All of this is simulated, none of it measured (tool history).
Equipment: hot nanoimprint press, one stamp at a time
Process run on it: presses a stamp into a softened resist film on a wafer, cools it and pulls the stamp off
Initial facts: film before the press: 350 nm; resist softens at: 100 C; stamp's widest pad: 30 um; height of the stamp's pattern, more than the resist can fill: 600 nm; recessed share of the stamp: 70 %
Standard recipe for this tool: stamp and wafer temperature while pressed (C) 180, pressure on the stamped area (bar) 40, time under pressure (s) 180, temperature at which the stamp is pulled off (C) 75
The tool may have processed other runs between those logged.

run,day,stamp and wafer temperature while pressed (C),pressure on the stamped area (bar),time under pressure (s),temperature at which the stamp is pulled off (C),resist left under the stamp's widest pad (Å),greatest force while the stamp is pulled off (N)
1,0,180,40,180,75,1610,153.5
2,0.304,180,40,180,75,1612,153.8
3,0.554,180,40,180,82,1608,141.6
4,0.921,180,40,180,82,1614,140.7
5,1.296,180,40,180,82,1612,140.4
6,1.533,180,40,180,82,1609,138.9
7,1.933,180,40,180,82,1609,139.8
8,2.204,180,40,180,75,1613,152.5
9,2.608,180,40,180,75,1611,153.9
10,2.867,180,40,180,73,1613,156.3
11,3.188,180,40,180,73,1612,156.4
12,3.425,180,40,180,77,1613,148.6
13,3.638,180,40,180,75,1611,153.5
14,4.033,180,40,180,70,1613,162.9
15,4.379,180,40,180,70,1610,162.9
16,4.8,180,36.4,95,75,2087,151.9
17,5.129,180,36.4,95,75,2086,152.5
18,5.338,180,40,228,68,1474,165.9
19,5.562,180,40,228,68,1474,165.9
20,5.908,183,45.6,277,77,1189,147.9
21,6.117,180,46.6,180,71,1509,159.9
22,6.483,180,46.6,180,71,1503,159.6
23,6.838,175,43.6,180,66,1754,169.7
# day 6.917: gauge calibrated
# day 7.383: stamp cleaned and given a new release coat
24,7.383,175,43.6,180,66,1752,172.7
25,7.708,175,30.9,299,74,1692,156.3
26,7.958,175,45.4,93,74,2148,155.4
27,8.279,180,33,218,75,1633,154.3
# day 8.746: plate thermocouple calibrated
28,8.746,174,59,233,61,1430,181.8
29,8.954,180,30.2,116,79,2106,145.8
30,9.296,175,42.8,154,67,1866,170.1

Below are 3 alternative next runs, each starting from the tool's condition after run 30. Predict each:
A,9.546,183,27.7,180,75,?,?
B,9.546,181,42.8,154,62,?,?
C,9.546,172,40,244,77,?,?

run,resist left under the stamp's widest pad (Å),greatest force while the stamp is pulled off (N)
A,1762,153.2
B,1623,178.9
C,1760,148.7
With the hidden condition removed and each run's random variation left untouched, the same runs would have given:
run,resist left under the stamp's widest pad (Å),greatest force while the stamp is pulled off (N)
A,1762,154.1
B,1623,179.9
C,1760,149.6
